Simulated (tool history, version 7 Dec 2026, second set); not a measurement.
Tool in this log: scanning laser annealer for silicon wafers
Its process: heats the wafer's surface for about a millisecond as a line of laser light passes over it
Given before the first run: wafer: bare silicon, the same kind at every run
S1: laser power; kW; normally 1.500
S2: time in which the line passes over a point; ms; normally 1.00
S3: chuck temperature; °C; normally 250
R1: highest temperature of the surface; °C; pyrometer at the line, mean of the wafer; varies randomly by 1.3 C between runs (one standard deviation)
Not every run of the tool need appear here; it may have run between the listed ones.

run 1 day=0.000 | S1=1.500 S2=1.00 S3=250 | R1=1001
run 2 day=1.617 | S1=1.500 S2=1.00 S3=250 | R1=1004
run 3 day=2.817 | S1=1.500 S2=1.00 S3=216 | R1=966
run 4 day=4.583 | S1=1.420 S2=1.00 S3=250 | R1=963
run 5 day=5.758 | S1=1.420 S2=1.00 S3=250 | R1=962
run 6 day=6.950 | S1=1.420 S2=1.00 S3=250 | R1=959
run 7 day=8.729 | S1=1.500 S2=0.71 S3=250 | R1=870
run 8 day=10.279 | S1=1.500 S2=0.71 S3=250 | R1=869
run 9 day=12.188 | S1=1.500 S2=0.71 S3=250 | R1=868
run 10 day=14.079 | S1=1.500 S2=0.71 S3=250 | R1=868
run 11 day=15.071 | S1=1.500 S2=1.00 S3=282 | R1=1031
run 12 day=16.388 | S1=1.500 S2=1.00 S3=250 | R1=998
run 13 day=17.288 | S1=1.500 S2=1.00 S3=225 | R1=970
run 14 day=18.650 | S1=1.578 S2=1.00 S3=250 | R1=1035
run 15 day=19.962 | S1=1.578 S2=1.00 S3=250 | R1=1035
run 16 day=21.117 | S1=1.578 S2=1.00 S3=250 | R1=1035
run 17 day=21.904 | S1=1.578 S2=1.00 S3=250 | R1=1034
run 18 day=23.450 | S1=1.500 S2=0.75 S3=250 | R1=884
run 19 day=24.525 | S1=1.500 S2=0.75 S3=250 | R1=884
run 20 day=26.262 | S1=1.488 S2=1.00 S3=250 | R1=988
run 21 day=27.600 | S1=1.456 S2=1.00 S3=212 | R1=932
run 22 day=29.200 | S1=1.456 S2=1.00 S3=212 | R1=933
run 23 day=30.071 | S1=1.456 S2=1.00 S3=212 | R1=933
-- day=31.546 optics aligned, line set to its width
run 24 day=32.108 | S1=1.570 S2=0.79 S3=250 | R1=935
-- day=32.338 laser's power meter calibrated
run 25 day=33.721 | S1=1.500 S2=1.24 S3=250 | R1=1095
run 26 day=35.225 | S1=1.380 S2=0.96 S3=258 | R1=930
run 27 day=37.125 | S1=1.380 S2=0.95 S3=227 | R1=895
run 28 day=37.958 | S1=1.380 S2=0.95 S3=227 | R1=894
run 29 day=38.838 | S1=1.386 S2=1.07 S3=288 | R1=1004
run 30 day=39.933 | S1=1.319 S2=0.72 S3=268 | R1=811
run 31 day=41.421 | S1=1.319 S2=0.72 S3=268 | R1=812
run 32 day=42.721 | S1=1.454 S2=1.03 S3=269 | R1=1002
-- day=43.071 laser's power meter calibrated, once more
run 33 day=44.208 | S1=1.418 S2=1.00 S3=262 | R1=959
run 34 day=45.558 | S1=1.441 S2=1.12 S3=237 | R1=992
-- day=46.633 window over the wafer cleaned
run 35 day=46.946 | S1=1.469 S2=0.94 S3=250 | R1=970
run 36 day=48.654 | S1=1.469 S2=0.94 S3=250 | R1=970
run 37 day=49.654 | S1=1.576 S2=0.82 S3=238 | R1=954
run 38 day=50.996 | S1=1.621 S2=0.75 S3=290 | R1=986
run 39 day=52.725 | S1=1.575 S2=0.87 S3=285 | R1=1020
run 40 day=53.654 | S1=1.500 S2=0.72 S3=247 | R1=876

4 options for the next run, each taken on its own from the tool as it stands now. Forecast them:
run A day=55.196 | S1=1.500 S2=0.70 S3=247 | R1=?
run B day=55.196 | S1=1.497 S2=0.86 S3=247 | R1=?
run C day=55.196 | S1=1.352 S2=1.22 S3=285 | R1=?
run D day=55.196 | S1=1.500 S2=1.10 S3=286 | R1=?

run=A R1=864
run=B R1=942
run=C R1=1049
run=D R1=1086
Had the tool no hidden state, the same runs would have come out as:
run=A R1=868
run=B R1=947
run=C R1=1054
run=D R1=1091

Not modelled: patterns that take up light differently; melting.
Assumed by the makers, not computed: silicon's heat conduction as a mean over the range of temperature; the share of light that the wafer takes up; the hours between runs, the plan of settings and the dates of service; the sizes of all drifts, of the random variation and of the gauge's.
